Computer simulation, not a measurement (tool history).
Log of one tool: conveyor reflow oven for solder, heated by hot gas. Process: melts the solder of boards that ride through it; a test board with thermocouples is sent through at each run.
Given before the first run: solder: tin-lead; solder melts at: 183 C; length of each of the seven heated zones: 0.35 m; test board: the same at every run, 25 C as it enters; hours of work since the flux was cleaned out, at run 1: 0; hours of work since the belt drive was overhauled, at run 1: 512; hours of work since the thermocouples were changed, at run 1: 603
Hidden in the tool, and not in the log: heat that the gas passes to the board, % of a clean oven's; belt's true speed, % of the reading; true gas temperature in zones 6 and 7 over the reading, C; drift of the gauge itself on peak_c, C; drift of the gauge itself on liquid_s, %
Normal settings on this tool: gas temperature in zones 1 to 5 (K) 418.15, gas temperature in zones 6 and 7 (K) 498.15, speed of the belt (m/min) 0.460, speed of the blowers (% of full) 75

run   hour  gas temperature in zones 1 to 5 (K)  gas temperature in zones 6 and 7 (K)  speed of the belt (m/min)  speed of the blowers (% of full)  hours of work since the flux was cleaned out  hours of work since the belt drive was overhauled  hours of work since the thermocouples were changed  highest temperature of the board (K)  time above the solder's melting point (s)
  1    0.0                               418.15                                498.15                      0.460                                75                                             0                                                512                                                 603                                484.65                                       66.0
  2   19.6                               418.15                                498.15                      0.460                                75                                            14                                                526                                                 616                                483.85                                       66.5
  3   38.2                               421.15                                498.15                      0.460                                75                                            27                                                539                                                 629                                484.65                                       67.8
  4   56.4                               421.15                                498.15                      0.460                                75                                            39                                                551                                                 642                                484.55                                       67.9
      68.2  -- thermocouples of zones 6 and 7 changed
  5   74.2                               421.15                                498.15                      0.460                                75                                            50                                                562                                                   4                                484.95                                       69.8
  6  103.1                               418.15                                512.15                      0.460                                75                                            70                                                582                                                  24                                496.25                                       76.5
  7  129.4                               418.15                                512.15                      0.460                                75                                            88                                                601                                                  42                                496.35                                       77.0
  8  149.5                               418.15                                512.15                      0.460                                75                                           102                                                614                                                  56                                495.35                                       76.3
  9  173.3                               418.15                                498.15                      0.460                                55                                           119                                                631                                                  73                                479.15                                       58.0
 10  191.7                               418.15                                498.15                      0.460                                55                                           132                                                644                                                  85                                478.85                                       58.1
 11  210.0                               418.15                                498.15                      0.460                                55                                           144                                                656                                                  98                                478.25                                       57.7
 12  230.5                               418.15                                498.15                      0.460                                55                                           158                                                670                                                 112                                479.25                                       57.6
 13  258.3                               418.15                                507.15                      0.460                                75                                           178                                                690                                                 132                                490.95                                       72.7
 14  290.5                               418.15                                507.15                      0.460                                75                                           200                                                712                                                 154                                490.55                                       72.0
 15  317.9                               421.15                                491.15                      0.542                                75                                           219                                                731                                                 173                                474.05                                       43.1
     344.8  -- belt drive overhauled, speed set with a stopwatch
 16  344.8                               407.15                                513.15                      0.492                                75                                           235                                                  0                                                 189                                489.85                                       60.2
 17  368.8                               407.15                                513.15                      0.492                                75                                           251                                                 17                                                 205                                489.35                                       61.7
 18  400.6                               408.15                                498.15                      0.460                                75                                           273                                                 39                                                 227                                480.05                                       55.3
 19  416.6                               418.15                                498.15                      0.404                                54                                           284                                                 50                                                 238                                480.55                                       69.2
 20  445.2                               418.15                                498.15                      0.404                                54                                           304                                                 69                                                 258                                481.35                                       69.4
 21  458.5                               418.15                                498.15                      0.404                                72                                           313                                                 79                                                 267                                484.15                                       74.8
 22  487.3                               418.15                                503.15                      0.489                                60                                           333                                                 99                                                 287                                480.15                                       54.4
 23  503.0                               411.15                                500.15                      0.496                                75                                           344                                                109                                                 298                                478.65                                       49.4
 24  528.1                               405.15                                500.15                      0.536                                57                                           361                                                127                                                 315                                468.95                                       27.4
 25  558.1                               404.15                                498.15                      0.460                                62                                           382                                                148                                                 336                                475.05                                       44.1
 26  571.5                               411.15                                498.15                      0.460                                86                                           391                                                157                                                 345                                481.15                                       57.8
     596.6  -- flux residue cleaned out of gas plates and filters
 27  607.7                               404.15                                498.15                      0.460                                55                                             8                                                178                                                 367                                476.95                                       47.5
 28  622.4                               418.15                                490.15                      0.433                                75                                            18                                                189                                                 377                                477.55                                       64.2

Forecast each of these 5 alternatives for the next run:
  A  641.4                               431.15                                498.15                      0.457                                55                                            31                                                202                                                 390                                     ?                                          ?
  B  641.4                               418.15                                509.15                      0.383                                72                                            31                                                202                                                 390                                     ?                                          ?
  C  641.4                               406.15                                511.15                      0.498                                75                                            31                                                202                                                 390                                     ?                                          ?
  D  641.4                               418.15                                498.15                      0.480                                76                                            31                                                202                                                 390                                     ?                                          ?
  E  641.4                               418.15                                498.15                      0.480                                50                                            31                                                202                                                 390                                     ?                                          ?

run  highest temperature of the board (K)  time above the solder's melting point (s)
  A                                482.35                                       70.6
  B                                497.95                                       94.0
  C                                490.85                                       60.5
  D                                482.85                                       61.9
  E                                476.45                                       50.3
Had the tool no hidden state, the same runs would have come out as:
run  highest temperature of the board (K)  time above the solder's melting point (s)
  A                                483.75                                       72.0
  B                                499.45                                       95.0
  C                                492.35                                       61.7
  D                                484.35                                       63.4
  E                                477.75                                       52.2
